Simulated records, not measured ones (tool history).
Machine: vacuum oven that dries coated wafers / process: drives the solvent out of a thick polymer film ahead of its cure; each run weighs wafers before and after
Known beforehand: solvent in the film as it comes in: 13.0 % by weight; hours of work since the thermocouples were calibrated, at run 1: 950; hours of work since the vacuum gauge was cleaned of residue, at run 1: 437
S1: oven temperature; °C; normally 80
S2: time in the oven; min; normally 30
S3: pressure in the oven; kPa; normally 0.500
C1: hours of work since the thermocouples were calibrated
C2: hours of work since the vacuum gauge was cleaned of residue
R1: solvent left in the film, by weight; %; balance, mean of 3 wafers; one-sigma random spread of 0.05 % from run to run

{"run": 1, "hour": 0.0, "S1": 80, "S2": 30, "S3": 0.5, "C1": 950, "C2": 437, "R1": 1.25}
{"run": 2, "hour": 20.2, "S1": 80, "S2": 30, "S3": 0.5, "C1": 962, "C2": 449, "R1": 1.25}
{"run": 3, "hour": 53.4, "S1": 80, "S2": 30, "S3": 0.5, "C1": 980, "C2": 468, "R1": 1.29}
{"run": 4, "hour": 74.7, "S1": 80, "S2": 26, "S3": 0.5, "C1": 993, "C2": 480, "R1": 1.7}
{"run": 5, "hour": 108.7, "S1": 80, "S2": 30, "S3": 0.5, "C1": 1012, "C2": 499, "R1": 1.31}
{"run": 6, "hour": 132.7, "S1": 80, "S2": 30, "S3": 1.066, "C1": 1026, "C2": 513, "R1": 1.47}
{"run": 7, "hour": 149.2, "S1": 80, "S2": 30, "S3": 1.066, "C1": 1035, "C2": 523, "R1": 1.52}
{"run": 8, "hour": 176.0, "S1": 80, "S2": 30, "S3": 0.5, "C1": 1051, "C2": 538, "R1": 1.3}
{"run": 9, "hour": 201.9, "S1": 80, "S2": 30, "S3": 0.5, "C1": 1065, "C2": 553, "R1": 1.26}
{"hour": 205.2, "done": "vacuum gauge cleaned of residue and calibrated"}
{"run": 10, "hour": 233.5, "S1": 80, "S2": 30, "S3": 0.5, "C1": 1083, "C2": 16, "R1": 1.3}
{"run": 11, "hour": 251.4, "S1": 80, "S2": 30, "S3": 0.5, "C1": 1093, "C2": 26, "R1": 1.25}
{"run": 12, "hour": 278.1, "S1": 80, "S2": 45, "S3": 0.5, "C1": 1108, "C2": 42, "R1": 0.55}
{"run": 13, "hour": 311.9, "S1": 80, "S2": 45, "S3": 0.5, "C1": 1127, "C2": 61, "R1": 0.66}
{"hour": 346.8, "done": "vacuum gauge cleaned of residue and calibrated, once more"}
{"run": 14, "hour": 346.8, "S1": 80, "S2": 45, "S3": 0.5, "C1": 1146, "C2": 0, "R1": 0.6}
{"run": 15, "hour": 383.1, "S1": 80, "S2": 45, "S3": 0.5, "C1": 1167, "C2": 21, "R1": 0.55}
{"run": 16, "hour": 412.2, "S1": 89, "S2": 30, "S3": 0.405, "C1": 1184, "C2": 37, "R1": 0.22}
{"run": 17, "hour": 447.9, "S1": 93, "S2": 24, "S3": 0.5, "C1": 1204, "C2": 58, "R1": 0.32}
{"run": 18, "hour": 476.3, "S1": 78, "S2": 17, "S3": 0.5, "C1": 1220, "C2": 74, "R1": 3.68}
{"hour": 510.8, "done": "oven's thermocouples calibrated"}
{"run": 19, "hour": 515.1, "S1": 73, "S2": 30, "S3": 0.5, "C1": 2, "C2": 95, "R1": 2.3}
{"run": 20, "hour": 551.0, "S1": 84, "S2": 19, "S3": 0.317, "C1": 23, "C2": 115, "R1": 1.42}
{"run": 21, "hour": 582.3, "S1": 76, "S2": 29, "S3": 0.363, "C1": 41, "C2": 133, "R1": 1.81}
{"run": 22, "hour": 602.7, "S1": 66, "S2": 18, "S3": 0.852, "C1": 52, "C2": 145, "R1": 6.13}
{"run": 23, "hour": 632.7, "S1": 80, "S2": 38, "S3": 0.578, "C1": 70, "C2": 162, "R1": 0.66}
{"run": 24, "hour": 665.5, "S1": 80, "S2": 38, "S3": 0.578, "C1": 88, "C2": 181, "R1": 0.63}
{"run": 25, "hour": 693.6, "S1": 80, "S2": 36, "S3": 0.578, "C1": 104, "C2": 197, "R1": 0.73}
{"run": 26, "hour": 727.5, "S1": 89, "S2": 30, "S3": 1.4, "C1": 124, "C2": 216, "R1": 0.5}
{"run": 27, "hour": 750.7, "S1": 67, "S2": 49, "S3": 1.594, "C1": 137, "C2": 230, "R1": 2.97}
{"run": 28, "hour": 778.8, "S1": 73, "S2": 30, "S3": 1.935, "C1": 153, "C2": 246, "R1": 3.11}
{"run": 29, "hour": 796.6, "S1": 86, "S2": 47, "S3": 0.5, "C1": 163, "C2": 256, "R1": 0.28}

Predict each of these 4 candidate next runs independently; none follows another, all start after run 29:
{"run": "A", "hour": 818.6, "S1": 84, "S2": 47, "S3": 0.389, "C1": 176, "C2": 268, "R1": "?"}
{"run": "B", "hour": 818.6, "S1": 76, "S2": 19, "S3": 1.069, "C1": 176, "C2": 268, "R1": "?"}
{"run": "C", "hour": 818.6, "S1": 78, "S2": 46, "S3": 0.291, "C1": 176, "C2": 268, "R1": "?"}
{"run": "D", "hour": 818.6, "S1": 77, "S2": 30, "S3": 1.843, "C1": 176, "C2": 268, "R1": "?"}

run=A R1=0.22
run=B R1=3.46
run=C R1=0.50
run=D R1=2.08
The same runs, with their run-to-run variation unchanged, on a tool lacking any hidden condition would have given:
run=A R1=0.22
run=B R1=3.44
run=C R1=0.48
run=D R1=2.06

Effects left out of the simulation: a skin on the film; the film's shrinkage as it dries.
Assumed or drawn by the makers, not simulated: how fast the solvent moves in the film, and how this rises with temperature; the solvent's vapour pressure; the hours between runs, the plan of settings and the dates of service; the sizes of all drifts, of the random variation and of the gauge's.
